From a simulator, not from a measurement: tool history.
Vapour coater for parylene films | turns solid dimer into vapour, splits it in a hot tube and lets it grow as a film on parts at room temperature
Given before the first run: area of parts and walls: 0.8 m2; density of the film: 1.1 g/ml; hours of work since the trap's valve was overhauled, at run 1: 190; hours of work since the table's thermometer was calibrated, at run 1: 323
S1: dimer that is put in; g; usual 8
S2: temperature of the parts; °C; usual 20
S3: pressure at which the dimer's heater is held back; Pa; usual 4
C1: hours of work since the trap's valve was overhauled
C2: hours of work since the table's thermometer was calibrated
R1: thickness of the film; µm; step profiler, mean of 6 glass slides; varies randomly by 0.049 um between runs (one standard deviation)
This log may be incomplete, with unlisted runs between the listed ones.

run	hour	S1	S2	S3	C1	C2	R1
1	0	8	20	4	190	323	6.18
2	21.9	8	20	4	203	336	6.27
3	38.2	8	20	4	213	345	6.18
4	52.3	8	20	4	221	354	6.26
5	81.3	8	20	4	239	371	6.29
6	101.1	8	20	4	250	383	6.24
7	128.9	8	20	4	267	400	6.29
8	154.8	8	20	4	282	415	6.28
9	171.9	8	20	4	292	425	6.27
10	200.4	8	20	11.96	309	442	4.99
11	222.8	8	20	6.04	323	455	5.73
12	243.8	8	20	6.04	335	468	5.77
# hour 271.5: trap's valve overhauled
13	276	8	20	6.04	3	485	5.75
14	299.5	8	20	6.04	17	499	5.79
15	311.7	8	20	6.04	24	506	5.75
16	328.5	8	30	6.04	34	516	4.07
17	356.2	8	30	6.04	50	532	4.05
18	369.2	8	17	4	58	540	6.97
19	385.3	8	17	4	68	550	6.96
20	397.5	8	13	4.37	75	557	7.83
21	423.2	8	13	4.37	90	572	7.82
22	445.2	8	13	4.58	103	585	7.66
23	468.3	6	15	2.37	117	599	6.1
24	481.3	4	23	2.48	125	607	3.11
25	507	4	23	2.48	140	622	3.16
26	532.5	10	23	2.31	155	637	7.88
27	557.2	7	23	2.55	170	652	5.44
28	582.3	7	23	2.55	185	667	5.35
29	607.2	7	23	3.63	200	682	5.01

Consider 4 possible next runs. They are alternatives, not a sequence: every one starts from the tool as it was left by run 29. What does each give?
A	637	4	23	4.21	218	700	?
B	637	4	25	9.56	218	700	?
C	637	4	20	5.39	218	700	?
D	637	7	31	3.63	218	700	?

run	R1
A	2.82
B	2.26
C	2.92
D	3.8
The same runs, with their run-to-run variation unchanged, on a tool lacking any hidden condition would have given:
run	R1
A	2.83
B	2.27
C	2.92
D	3.8

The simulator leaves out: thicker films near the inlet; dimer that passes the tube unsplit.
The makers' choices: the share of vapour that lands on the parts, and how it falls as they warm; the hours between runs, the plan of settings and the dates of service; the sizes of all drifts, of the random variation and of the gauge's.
